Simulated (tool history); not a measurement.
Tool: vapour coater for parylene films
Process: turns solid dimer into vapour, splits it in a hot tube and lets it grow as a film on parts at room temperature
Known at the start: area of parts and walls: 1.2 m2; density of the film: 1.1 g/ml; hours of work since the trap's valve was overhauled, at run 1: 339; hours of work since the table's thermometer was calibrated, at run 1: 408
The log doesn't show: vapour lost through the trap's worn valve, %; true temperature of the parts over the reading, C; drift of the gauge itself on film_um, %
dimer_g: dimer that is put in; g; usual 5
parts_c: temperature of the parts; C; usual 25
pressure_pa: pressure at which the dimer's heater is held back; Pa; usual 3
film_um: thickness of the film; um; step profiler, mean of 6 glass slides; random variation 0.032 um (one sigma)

run	day	dimer_g	parts_c	pressure_pa	hours of work since the trap's valve was overhauled	hours of work since the table's thermometer was calibrated	film_um
1	0	5	25	3	339	408	2.75
2	0.979	5	25	11.76	354	423	2.35
3	1.883	5	25	11.76	368	438	2.38
4	2.854	2	25	3	383	453	1.04
# day 3.104: trap's valve overhauled
5	3.612	2	25	3	8	462	1.22
6	4.179	5	25	8.69	17	471	2.73
7	4.992	5	25	4.89	29	483	2.85
8	5.854	5	25	4.89	43	497	2.84
9	6.529	5	25	2.62	53	507	2.97
10	6.958	6	26	2.33	60	514	3.57
11	7.871	6	26	2.33	74	528	3.54
12	8.704	7	22	2.33	87	541	4.6

Run 13 comes next. What will it give?
13	9.358	4	18	4.23	97	551	?

Run 13 gave film_um 2.65 um.
Without the tool's hidden state the same run would have given film_um 2.78 um.
